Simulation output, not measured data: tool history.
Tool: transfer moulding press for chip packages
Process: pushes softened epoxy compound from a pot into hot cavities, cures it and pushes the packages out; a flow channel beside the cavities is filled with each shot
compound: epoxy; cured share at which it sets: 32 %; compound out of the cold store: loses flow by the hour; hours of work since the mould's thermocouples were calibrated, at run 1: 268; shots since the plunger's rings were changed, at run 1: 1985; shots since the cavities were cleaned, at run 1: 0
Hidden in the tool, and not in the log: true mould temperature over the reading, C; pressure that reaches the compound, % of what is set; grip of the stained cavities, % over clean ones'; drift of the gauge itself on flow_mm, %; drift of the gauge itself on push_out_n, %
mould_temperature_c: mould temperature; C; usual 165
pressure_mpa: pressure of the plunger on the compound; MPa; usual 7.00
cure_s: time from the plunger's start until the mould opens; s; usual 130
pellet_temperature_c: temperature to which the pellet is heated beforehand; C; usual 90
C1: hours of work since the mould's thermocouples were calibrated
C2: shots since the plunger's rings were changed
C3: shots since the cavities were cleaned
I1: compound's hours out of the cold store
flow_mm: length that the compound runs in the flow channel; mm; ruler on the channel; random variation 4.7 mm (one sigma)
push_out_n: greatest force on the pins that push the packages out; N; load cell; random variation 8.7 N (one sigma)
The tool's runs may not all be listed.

run 1 hour=0.0 | mould_temperature_c=165 pressure_mpa=7.00 cure_s=130 pellet_temperature_c=90 | C1=268 C2=1985 C3=0 | I1=24.4 | flow_mm=835 push_out_n=395
run 2 hour=6.3 | mould_temperature_c=165 pressure_mpa=7.00 cure_s=159 pellet_temperature_c=90 | C1=273 C2=2059 C3=74 | I1=17.4 | flow_mm=874 push_out_n=412
run 3 hour=18.4 | mould_temperature_c=165 pressure_mpa=7.00 cure_s=159 pellet_temperature_c=90 | C1=283 C2=2201 C3=216 | I1=39.7 | flow_mm=768 push_out_n=477
run 4 hour=31.7 | mould_temperature_c=165 pressure_mpa=7.00 cure_s=130 pellet_temperature_c=90 | C1=293 C2=2356 C3=371 | I1=27.8 | flow_mm=814 push_out_n=577
-- hour=42.8 cavities cleaned with cleaning compound and waxed
run 5 hour=46.1 | mould_temperature_c=169 pressure_mpa=7.00 cure_s=130 pellet_temperature_c=90 | C1=303 C2=2508 C3=39 | I1=31.0 | flow_mm=783 push_out_n=388
run 6 hour=54.8 | mould_temperature_c=169 pressure_mpa=7.00 cure_s=130 pellet_temperature_c=90 | C1=310 C2=2609 C3=140 | I1=44.6 | flow_mm=731 push_out_n=464
run 7 hour=69.0 | mould_temperature_c=165 pressure_mpa=7.00 cure_s=130 pellet_temperature_c=90 | C1=321 C2=2776 C3=307 | I1=28.2 | flow_mm=805 push_out_n=569
-- hour=72.4 mould's thermocouples calibrated
run 8 hour=80.7 | mould_temperature_c=165 pressure_mpa=7.28 cure_s=140 pellet_temperature_c=92 | C1=7 C2=2890 C3=421 | I1=15.5 | flow_mm=878 push_out_n=573
-- hour=86.9 cavities cleaned with cleaning compound and waxed
run 9 hour=91.7 | mould_temperature_c=165 pressure_mpa=7.28 cure_s=140 pellet_temperature_c=92 | C1=14 C2=3001 C3=56 | I1=32.4 | flow_mm=799 push_out_n=416
run 10 hour=105.0 | mould_temperature_c=165 pressure_mpa=7.28 cure_s=140 pellet_temperature_c=92 | C1=24 C2=3157 C3=212 | I1=46.3 | flow_mm=731 push_out_n=486
-- hour=117.2 mould's thermocouples calibrated, once more
run 11 hour=121.5 | mould_temperature_c=161 pressure_mpa=5.73 cure_s=158 pellet_temperature_c=99 | C1=3 C2=3327 C3=382 | I1=27.4 | flow_mm=733 push_out_n=550
-- hour=131.1 cavities cleaned with cleaning compound and waxed
run 12 hour=132.0 | mould_temperature_c=161 pressure_mpa=7.95 cure_s=146 pellet_temperature_c=88 | C1=10 C2=3433 C3=11 | I1=43.8 | flow_mm=790 push_out_n=396
run 13 hour=139.4 | mould_temperature_c=167 pressure_mpa=8.00 cure_s=136 pellet_temperature_c=86 | C1=16 C2=3520 C3=98 | I1=30.5 | flow_mm=840 push_out_n=440

5 ways to go on from here, each from the tool as it stands after run 13. What would each give?
run A hour=148.9 | mould_temperature_c=167 pressure_mpa=8.00 cure_s=120 pellet_temperature_c=84 | C1=24 C2=3630 C3=208 | I1=33.8 | flow_mm=? push_out_n=?
run B hour=148.9 | mould_temperature_c=165 pressure_mpa=6.04 cure_s=136 pellet_temperature_c=96 | C1=24 C2=3630 C3=208 | I1=33.3 | flow_mm=? push_out_n=?
run C hour=148.9 | mould_temperature_c=169 pressure_mpa=8.00 cure_s=118 pellet_temperature_c=88 | C1=24 C2=3630 C3=208 | I1=43.3 | flow_mm=? push_out_n=?
run D hour=148.9 | mould_temperature_c=168 pressure_mpa=8.00 cure_s=136 pellet_temperature_c=86 | C1=24 C2=3630 C3=208 | I1=27.2 | flow_mm=? push_out_n=?
run E hour=148.9 | mould_temperature_c=168 pressure_mpa=7.00 cure_s=130 pellet_temperature_c=90 | C1=24 C2=3630 C3=208 | I1=21.0 | flow_mm=? push_out_n=?

run=A flow_mm=818 push_out_n=514
run=B flow_mm=711 push_out_n=498
run=C flow_mm=773 push_out_n=506
run=D flow_mm=844 push_out_n=482
run=E flow_mm=812 push_out_n=486
Without the tool's hidden state the same runs would have given:
run=A flow_mm=878 push_out_n=393
run=B flow_mm=763 push_out_n=381
run=C flow_mm=829 push_out_n=385
run=D flow_mm=906 push_out_n=367
run=E flow_mm=871 push_out_n=370
